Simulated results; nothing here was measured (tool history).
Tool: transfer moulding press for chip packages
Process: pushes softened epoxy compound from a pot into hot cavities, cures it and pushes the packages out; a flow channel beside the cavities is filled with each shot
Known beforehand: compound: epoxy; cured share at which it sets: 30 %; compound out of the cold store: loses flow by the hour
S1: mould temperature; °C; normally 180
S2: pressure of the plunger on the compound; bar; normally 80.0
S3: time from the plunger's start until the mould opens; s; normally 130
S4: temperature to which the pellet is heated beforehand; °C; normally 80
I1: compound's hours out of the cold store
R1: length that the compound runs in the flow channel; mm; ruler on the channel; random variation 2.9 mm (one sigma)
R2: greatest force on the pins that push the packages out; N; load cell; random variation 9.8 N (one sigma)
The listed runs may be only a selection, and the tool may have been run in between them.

run	hour	S1	S2	S3	S4	I1	R1	R2
1	0.0	180	80.0	130	80	8.1	565	482
2	22.5	180	80.0	130	80	18.0	543	580
3	43.4	180	80.0	130	80	43.0	500	616
# hour 51.5: cavities cleaned with cleaning compound and waxed
4	75.9	180	80.0	130	80	37.5	505	534
5	95.4	180	80.0	130	80	15.5	540	625
# hour 108.5: cavities cleaned with cleaning compound and waxed
6	126.2	180	80.0	130	80	41.1	496	520
7	152.2	180	80.0	130	80	9.3	544	618
# hour 165.0: cavities cleaned with cleaning compound and waxed
8	169.2	180	73.8	130	80	30.1	486	455
9	194.9	180	73.8	130	80	47.8	461	546
# hour 211.2: plunger's sealing rings changed
# hour 224.8: cavities cleaned with cleaning compound and waxed
10	226.4	180	73.8	130	80	33.0	503	423
11	243.5	180	73.8	130	80	45.5	485	492
12	260.2	180	80.0	130	80	39.0	511	563
# hour 280.7: cavities cleaned with cleaning compound and waxed
13	284.2	180	80.0	130	80	38.8	512	465
14	308.7	180	90.2	160	87	45.5	529	438
15	323.8	180	80.0	130	83	46.0	496	580
# hour 336.8: cavities cleaned with cleaning compound and waxed
16	339.0	180	80.0	164	80	36.7	504	352
17	367.9	180	80.0	164	80	16.8	531	459
# hour 393.7: cavities cleaned with cleaning compound and waxed
18	394.0	183	96.0	140	83	41.8	531	371
19	410.6	180	85.5	167	80	9.4	556	398
20	434.2	180	76.9	154	80	36.5	483	471
# hour 450.3: cavities cleaned with cleaning compound and waxed
21	459.8	180	73.6	114	80	17.2	504	656

Estimate the outcome of run 22 from the log above:
# hour 471.5: plunger's sealing rings changed
22	490.7	187	98.2	168	80	9.7	?	?

{"run 22": {"R1": 603, "R2": 427}}
With no hidden state in the tool, this same run would have given R1 609 mm, R2 319 N.
